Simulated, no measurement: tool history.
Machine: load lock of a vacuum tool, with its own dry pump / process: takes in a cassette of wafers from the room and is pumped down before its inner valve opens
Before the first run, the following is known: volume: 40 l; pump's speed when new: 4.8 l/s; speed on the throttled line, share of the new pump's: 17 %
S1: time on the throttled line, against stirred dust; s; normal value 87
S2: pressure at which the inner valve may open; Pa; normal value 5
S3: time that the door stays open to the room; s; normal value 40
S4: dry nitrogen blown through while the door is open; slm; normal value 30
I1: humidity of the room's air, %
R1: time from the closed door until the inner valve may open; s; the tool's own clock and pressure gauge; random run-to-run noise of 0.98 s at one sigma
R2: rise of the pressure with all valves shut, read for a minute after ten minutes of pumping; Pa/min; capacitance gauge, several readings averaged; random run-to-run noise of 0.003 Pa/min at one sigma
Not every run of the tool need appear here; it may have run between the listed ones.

run 1 hour=0.0 | S1=87 S2=5 S3=40 S4=30 | I1=44.5 | R1=156.5 R2=0.020
run 2 hour=123.9 | S1=87 S2=5 S3=40 S4=30 | I1=47.5 | R1=155.8 R2=0.026
run 3 hour=234.6 | S1=87 S2=5 S3=40 S4=30 | I1=45.0 | R1=156.1 R2=0.018
run 4 hour=310.2 | S1=87 S2=5 S3=40 S4=30 | I1=42.8 | R1=155.8 R2=0.019
run 5 hour=452.1 | S1=87 S2=5 S3=40 S4=30 | I1=44.9 | R1=157.0 R2=0.023
run 6 hour=581.1 | S1=134 S2=5 S3=40 S4=30 | I1=46.8 | R1=195.3 R2=0.023
run 7 hour=680.5 | S1=134 S2=5 S3=40 S4=30 | I1=45.8 | R1=194.1 R2=0.027
run 8 hour=785.0 | S1=134 S2=6 S3=40 S4=30 | I1=48.4 | R1=193.2 R2=0.021
run 9 hour=923.1 | S1=134 S2=6 S3=40 S4=30 | I1=43.0 | R1=191.7 R2=0.022
run 10 hour=1021.2 | S1=87 S2=5 S3=40 S4=30 | I1=45.4 | R1=157.2 R2=0.022
-- hour=1096.9 dry pump taken out, an overhauled one fitted
run 11 hour=1169.7 | S1=49 S2=5 S3=40 S4=30 | I1=45.4 | R1=125.5 R2=0.021
run 12 hour=1256.6 | S1=49 S2=5 S3=40 S4=30 | I1=45.9 | R1=126.0 R2=0.013
run 13 hour=1371.8 | S1=49 S2=5 S3=40 S4=30 | I1=48.4 | R1=126.1 R2=0.024
run 14 hour=1526.2 | S1=49 S2=5 S3=40 S4=30 | I1=48.1 | R1=124.7 R2=0.026
run 15 hour=1676.0 | S1=49 S2=5 S3=40 S4=30 | I1=40.6 | R1=122.6 R2=0.019
run 16 hour=1811.4 | S1=49 S2=5 S3=40 S4=30 | I1=41.3 | R1=122.8 R2=0.015
run 17 hour=1921.3 | S1=49 S2=5 S3=40 S4=30 | I1=43.0 | R1=123.1 R2=0.014
run 18 hour=1995.0 | S1=87 S2=5 S3=40 S4=30 | I1=44.4 | R1=158.5 R2=0.017
run 19 hour=2132.4 | S1=87 S2=5 S3=40 S4=30 | I1=46.3 | R1=155.7 R2=0.019
run 20 hour=2253.8 | S1=51 S2=6 S3=38 S4=10 | I1=43.1 | R1=122.5 R2=0.022
run 21 hour=2385.3 | S1=72 S2=5 S3=40 S4=18 | I1=47.4 | R1=142.7 R2=0.022
run 22 hour=2498.9 | S1=72 S2=5 S3=40 S4=18 | I1=45.9 | R1=143.5 R2=0.026
run 23 hour=2637.2 | S1=54 S2=5 S3=87 S4=15 | I1=46.9 | R1=127.6 R2=0.033
run 24 hour=2768.3 | S1=87 S2=7 S3=34 S4=30 | I1=42.0 | R1=153.0 R2=0.019
run 25 hour=2929.0 | S1=87 S2=5 S3=170 S4=30 | I1=45.0 | R1=156.6 R2=0.028
run 26 hour=3089.2 | S1=45 S2=5 S3=93 S4=30 | I1=42.1 | R1=121.6 R2=0.022
run 27 hour=3211.9 | S1=91 S2=6 S3=63 S4=4 | I1=48.7 | R1=160.0 R2=0.034
run 28 hour=3333.4 | S1=168 S2=5 S3=195 S4=30 | I1=37.3 | R1=221.2 R2=0.023
run 29 hour=3436.4 | S1=68 S2=5 S3=40 S4=30 | I1=44.8 | R1=140.1 R2=0.018
run 30 hour=3515.5 | S1=68 S2=9 S3=67 S4=30 | I1=47.4 | R1=135.0 R2=0.028
run 31 hour=3660.3 | S1=68 S2=4 S3=30 S4=30 | I1=47.0 | R1=141.7 R2=0.022
run 32 hour=3820.0 | S1=68 S2=4 S3=30 S4=30 | I1=45.9 | R1=141.5 R2=0.017
run 33 hour=3888.2 | S1=114 S2=7 S3=130 S4=20 | I1=44.8 | R1=174.2 R2=0.030
run 34 hour=4037.8 | S1=45 S2=5 S3=136 S4=22 | I1=47.3 | R1=119.7 R2=0.029
run 35 hour=4134.2 | S1=45 S2=5 S3=136 S4=22 | I1=44.7 | R1=120.7 R2=0.030
run 36 hour=4204.6 | S1=105 S2=5 S3=136 S4=24 | I1=48.8 | R1=168.7 R2=0.033
run 37 hour=4291.3 | S1=143 S2=4 S3=108 S4=16 | I1=46.7 | R1=203.4 R2=0.032
run 38 hour=4398.5 | S1=87 S2=6 S3=143 S4=30 | I1=42.6 | R1=155.7 R2=0.024

What if the next run were any one of these 3? Each begins from the tool's condition after run 38:
run A hour=4492.5 | S1=87 S2=6 S3=143 S4=30 | I1=45.9 | R1=? R2=?
run B hour=4492.5 | S1=87 S2=10 S3=69 S4=5 | I1=44.4 | R1=? R2=?
run C hour=4492.5 | S1=162 S2=8 S3=40 S4=30 | I1=45.0 | R1=? R2=?

run=A R1=153.5 R2=0.027
run=B R1=148.0 R2=0.032
run=C R1=214.0 R2=0.018
What these runs would have given with no unlogged condition in the tool:
run=A R1=153.5 R2=0.026
run=B R1=148.0 R2=0.031
run=C R1=214.0 R2=0.018
